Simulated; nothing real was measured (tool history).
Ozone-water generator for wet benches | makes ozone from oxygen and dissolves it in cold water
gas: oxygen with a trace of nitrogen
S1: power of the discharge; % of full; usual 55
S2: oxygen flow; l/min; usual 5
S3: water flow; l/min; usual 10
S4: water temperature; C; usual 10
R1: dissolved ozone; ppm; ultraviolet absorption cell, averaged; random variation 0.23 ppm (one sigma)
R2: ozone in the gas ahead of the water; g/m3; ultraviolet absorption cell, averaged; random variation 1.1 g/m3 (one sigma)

run 1 hour=0 | S1=55 S2=5 S3=10 S4=10 | R1=33.5 R2=197.1
run 2 hour=54.8 | S1=55 S2=5 S3=10 S4=10 | R1=33.2 R2=199
run 3 hour=102.1 | S1=55 S2=5 S3=10 S4=10 | R1=33.6 R2=197.9
run 4 hour=159.8 | S1=55 S2=5 S3=10 S4=10 | R1=33.1 R2=197.8
run 5 hour=214.2 | S1=55 S2=5.14 S3=10 S4=10 | R1=32.8 R2=194.2
run 6 hour=263 | S1=55 S2=5 S3=12 S4=10 | R1=29.3 R2=197.4
run 7 hour=323.7 | S1=55 S2=5 S3=12 S4=10 | R1=29.4 R2=198
run 8 hour=390.9 | S1=55 S2=5 S3=10 S4=11 | R1=32.7 R2=196.9
run 9 hour=439.4 | S1=55 S2=5 S3=10 S4=11 | R1=32.3 R2=197.8
run 10 hour=496.2 | S1=55 S2=4.14 S3=10 S4=11 | R1=33.2 R2=218.9
run 11 hour=546.8 | S1=55 S2=8.07 S3=10 S4=10 | R1=30.5 R2=149.4
run 12 hour=616.5 | S1=55 S2=8.07 S3=10 S4=10 | R1=30.1 R2=148.5
run 13 hour=652.8 | S1=55 S2=8.07 S3=10 S4=10 | R1=30.1 R2=149.7
run 14 hour=713.6 | S1=55 S2=5 S3=10 S4=10 | R1=32.9 R2=194.8
run 15 hour=758.6 | S1=55 S2=5 S3=10 S4=10 | R1=32.7 R2=196.4
run 16 hour=833.1 | S1=55 S2=5 S3=10 S4=10 | R1=32.7 R2=196.3
run 17 hour=865.7 | S1=55 S2=5 S3=10 S4=10 | R1=32.8 R2=195

Run 18 comes next. What will it give?
run 18 hour=918.6 | S1=55 S2=5 S3=10 S4=10 | R1=? R2=?

{"run 18": {"R1": 32.4, "R2": 197.2}}
Without the tool's hidden state the same run would have given R1 35 ppm, R2 206.6 g/m3.
